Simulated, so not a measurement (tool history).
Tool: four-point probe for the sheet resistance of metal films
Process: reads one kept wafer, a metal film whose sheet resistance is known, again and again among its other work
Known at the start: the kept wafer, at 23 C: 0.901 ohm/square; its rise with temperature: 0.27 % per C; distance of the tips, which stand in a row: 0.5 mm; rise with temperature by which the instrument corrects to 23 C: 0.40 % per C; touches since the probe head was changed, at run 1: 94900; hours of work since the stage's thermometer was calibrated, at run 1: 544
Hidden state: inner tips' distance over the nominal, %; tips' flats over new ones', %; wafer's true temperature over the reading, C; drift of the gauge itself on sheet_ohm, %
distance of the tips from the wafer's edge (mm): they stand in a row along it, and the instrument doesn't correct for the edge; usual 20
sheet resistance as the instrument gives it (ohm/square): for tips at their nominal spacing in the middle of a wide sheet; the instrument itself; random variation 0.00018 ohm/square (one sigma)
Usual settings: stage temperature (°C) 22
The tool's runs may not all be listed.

run,hour,stage temperature (°C),distance of the tips from the wafer's edge (mm),touches since the probe head was changed,hours of work since the stage's thermometer was calibrated,sheet resistance as the instrument gives it (ohm/square)
1,0,22,20,94900,544,0.902468
2,41.7,22,15,97372,577,0.90272
3,78.1,22,25,99524,606,0.902475
4,108.9,22,25,101352,630,0.902618
5,150.9,22,25,103838,664,0.901991
6,186.2,22,20,105929,692,0.902549
7,229.4,22,20,108487,726,0.902299
8,260,22,20,110299,750,0.90258
9,317.9,29,20,113728,796,0.894831
10,342.1,29,20,115161,815,0.89507
11,384.4,22,38,117664,849,0.902101
12,432.1,22,38,120491,887,0.902111
13,484.8,29,5,123611,928,0.89918
14,513.9,21,20,125332,951,0.903794
# hour 530.8: new probe head fitted
15,556.3,20,45,1510,984,0.904099
16,581.5,22,8,3004,1004,0.903875
17,634.9,24,12,6162,1046,0.900449
18,680.2,24,12,8846,1082,0.900702
19,738.2,24,51,12284,1128,0.899832
20,763,24,8,13750,1148,0.901631
21,803.5,21,12,16150,1180,0.903767
22,854.5,21,20,19169,1220,0.903736
23,895.8,26,4,21617,1253,0.90501

5 ways to go on from here, each from the tool as it stands after run 23. What would each give?
A,940.9,34,3,24289,1289,?
B,940.9,19,62,24289,1289,?
C,940.9,24,8,24289,1289,?
D,940.9,27,48,24289,1289,?
E,940.9,25,4,24289,1289,?

run,sheet resistance as the instrument gives it (ohm/square)
A,0.902643
B,0.905444
C,0.901453
D,0.896612
E,0.906123
Without the tool's hidden state the same runs would have given:
run,sheet resistance as the instrument gives it (ohm/square)
A,0.902622
B,0.905424
C,0.901434
D,0.896592
E,0.906103

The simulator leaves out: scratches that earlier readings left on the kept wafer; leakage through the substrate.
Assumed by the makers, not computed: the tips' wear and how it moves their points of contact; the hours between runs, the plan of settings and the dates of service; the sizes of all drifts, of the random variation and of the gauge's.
